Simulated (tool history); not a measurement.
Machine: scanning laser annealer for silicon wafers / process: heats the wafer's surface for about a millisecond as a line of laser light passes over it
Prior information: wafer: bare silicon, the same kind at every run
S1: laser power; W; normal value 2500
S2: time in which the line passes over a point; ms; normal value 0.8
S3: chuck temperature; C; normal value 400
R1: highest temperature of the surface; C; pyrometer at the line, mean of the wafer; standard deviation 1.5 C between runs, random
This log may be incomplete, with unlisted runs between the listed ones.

| run | hour | S1 | S2 | S3 | R1 |
|---|---|---|---|---|---|
| 1 | 0 | 2500 | 0.8 | 400 | 1083 |
| 2 | 58.7 | 2283 | 0.8 | 400 | 1013 |
|  | 90.6 | window over the wafer cleaned |
| 3 | 112.5 | 2500 | 0.8 | 416 | 1109 |
| 4 | 142.2 | 2500 | 0.8 | 416 | 1109 |
| 5 | 179.9 | 2500 | 0.8 | 416 | 1109 |
| 6 | 208.8 | 2500 | 0.8 | 416 | 1111 |
| 7 | 265.5 | 2500 | 0.8 | 416 | 1107 |
| 8 | 294 | 2500 | 0.695 | 380 | 1018 |
| 9 | 330.5 | 2212 | 0.642 | 380 | 912 |

Run 10 comes next. What will it give?
| 10 | 369.7 | 2227 | 0.649 | 436 | ? |

R1: 976 C
Had the tool carried no hidden state, the very same run would have given R1 986 C.

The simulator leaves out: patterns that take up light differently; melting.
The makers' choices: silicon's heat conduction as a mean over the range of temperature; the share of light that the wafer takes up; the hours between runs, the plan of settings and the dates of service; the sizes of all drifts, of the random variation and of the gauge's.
